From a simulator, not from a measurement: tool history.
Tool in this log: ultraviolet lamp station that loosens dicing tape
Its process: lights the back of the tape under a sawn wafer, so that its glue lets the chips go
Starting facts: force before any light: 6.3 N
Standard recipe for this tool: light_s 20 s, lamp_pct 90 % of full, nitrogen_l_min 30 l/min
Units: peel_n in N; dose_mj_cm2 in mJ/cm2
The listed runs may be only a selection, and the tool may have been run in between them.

run,hour,light_s,lamp_pct,nitrogen_l_min,peel_n,dose_mj_cm2
1,0,20,90,30,0.936,478
2,17.9,20,90,30,0.891,468
# hour 41.5: window cleaned of glue's vapour
3,42.6,20,80,30,1.069,435
4,74.1,20,80,30,1.013,434
5,108.5,20,60,30,1.645,324
6,147.3,20,60,30,1.598,315
7,187.6,20,60,30,1.682,311
8,218.5,20,90,22,1.081,461
9,246.2,20,90,22,1.029,461
10,265,20,93,30,0.933,477
11,290.2,20,93,30,0.974,462
12,311,31,90,30,0.468,696
13,349.9,26,90,30,0.64,581
# hour 368.7: window cleaned of glue's vapour
14,388.5,20,89,30,0.997,457
15,426.7,20,90,30,0.952,454
16,451.1,39,90,30,0.305,881
17,486.3,20,90,28,0.993,443
18,509.5,20,90,28,1.043,444
19,530.5,27,90,28,0.627,593
20,554,27,90,28,0.647,590
21,594.8,27,90,28,0.639,587
22,632.4,27,90,28,0.649,579
23,667.1,20,70,30,1.632,322
24,692,21,70,30,1.454,342
# hour 696.2: window cleaned of glue's vapour
25,732.7,21,70,30,1.448,354
26,761.1,18,92,21,1.349,394
27,794.2,18,92,21,1.352,392
28,814.3,18,92,21,1.39,386
29,841.2,21,97,34,0.898,468
30,882,20,68,51,1.52,315
31,922.2,20,68,51,1.546,300
32,966.8,20,68,51,1.578,300
33,986.9,10,98,16,2.768,216
34,1018.9,10,98,16,2.766,213
# hour 1023.4: window cleaned of glue's vapour
35,1057.7,10,98,16,2.713,220
36,1087.1,39,67,42,0.559,576
37,1115.9,20,90,11,1.655,396
38,1142.6,18,90,26,1.45,353
39,1174.7,19,89,16,1.642,365
40,1196.9,12,82,19,2.855,211
41,1231.7,16,61,15,2.833,208
42,1263.9,12,90,57,2.198,223

Predict each of these 3 candidate next runs independently; none follows another, all start after run 42:
A,1293.5,20,90,15,?,?
B,1293.5,33,62,22,?,?
C,1293.5,30,90,30,?,?

run,peel_n,dose_mj_cm2
A,1.685,369
B,1.222,418
C,0.684,559
Without the tool's unlogged condition, the same runs would have read:
run,peel_n,dose_mj_cm2
A,0.86,578
B,0.564,656
C,0.309,873

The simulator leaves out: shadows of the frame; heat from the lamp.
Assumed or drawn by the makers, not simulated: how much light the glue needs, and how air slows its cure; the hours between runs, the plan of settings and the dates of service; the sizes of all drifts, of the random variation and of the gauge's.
